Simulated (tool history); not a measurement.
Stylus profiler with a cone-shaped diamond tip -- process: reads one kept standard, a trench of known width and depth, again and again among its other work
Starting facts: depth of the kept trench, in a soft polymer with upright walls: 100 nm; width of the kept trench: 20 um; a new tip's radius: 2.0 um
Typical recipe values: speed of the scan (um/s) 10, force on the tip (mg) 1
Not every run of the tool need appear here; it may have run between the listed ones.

| run | hour | speed of the scan (um/s) | force on the tip (mg) | depth of the trench (Å) | width of the trench's floor (µm) |
|---|---|---|---|---|---|
| 1 | 0 | 10 | 1 | 1006.5 | 18.77 |
| 2 | 22.1 | 10 | 1 | 1006.5 | 18.68 |
| 3 | 34 | 10 | 1 | 1006.8 | 18.69 |
| 4 | 46.8 | 22 | 1 | 1006.6 | 18.68 |
| 5 | 68.2 | 22 | 1 | 1007.3 | 18.65 |
| 6 | 79.8 | 22 | 1 | 1007.6 | 18.69 |
| 7 | 101.8 | 4 | 1 | 1005.9 | 18.76 |
| 8 | 112.4 | 4 | 1 | 1006.8 | 18.73 |
| 9 | 134.7 | 4 | 1 | 1006.9 | 18.69 |
| 10 | 144.6 | 4 | 1 | 1006.4 | 18.73 |
| 11 | 156.6 | 4 | 1 | 1006.6 | 18.72 |
| 12 | 174.8 | 10 | 1 | 1006.3 | 18.7 |
| 13 | 187 | 10 | 1 | 1006.6 | 18.74 |
| 14 | 200.2 | 10 | 1 | 1006.6 | 18.72 |
| 15 | 216.5 | 10 | 1 | 1006.4 | 18.76 |
| 16 | 238.4 | 12 | 0.9 | 1005.9 | 18.75 |
| 17 | 255.4 | 3 | 1.92 | 1010.1 | 18.73 |
| 18 | 267.7 | 3 | 1.92 | 1010.8 | 18.68 |
| 19 | 277.3 | 3 | 1.92 | 1010 | 18.71 |
| 20 | 291.1 | 3 | 1.92 | 1010.2 | 18.75 |
| 21 | 309.4 | 3 | 1.92 | 1011 | 18.71 |
| 22 | 330.3 | 10 | 0.89 | 1006.2 | 18.72 |
| 23 | 352.6 | 10 | 0.89 | 1006.2 | 18.73 |
| 24 | 361.8 | 10 | 0.89 | 1006.7 | 18.77 |
| 25 | 376 | 10 | 0.89 | 1006.3 | 18.75 |
| 26 | 385.2 | 11 | 0.37 | 1003.1 | 18.72 |
| 27 | 399.3 | 21 | 0.71 | 1005.7 | 18.68 |
| 28 | 414 | 21 | 0.71 | 1005.1 | 18.65 |
| 29 | 423.6 | 36 | 1 | 1006.8 | 18.64 |

Branching from run 29: 4 alternative next runs. What would each branch give?
| A | 433.1 | 4 | 0.36 | ? | ? |
| B | 433.1 | 3 | 0.74 | ? | ? |
| C | 433.1 | 9 | 1.75 | ? | ? |
| D | 433.1 | 4 | 0.4 | ? | ? |

| run | depth of the trench (Å) | width of the trench's floor (µm) |
|---|---|---|
| A | 1003.7 | 18.75 |
| B | 1005.5 | 18.75 |
| C | 1009.5 | 18.68 |
| D | 1003.5 | 18.71 |
What these runs would have given with no unlogged condition in the tool:
| run | depth of the trench (Å) | width of the trench's floor (µm) |
|---|---|---|
| A | 1003.7 | 18.75 |
| B | 1005.5 | 18.75 |
| C | 1009.5 | 18.68 |
| D | 1003.5 | 18.71 |
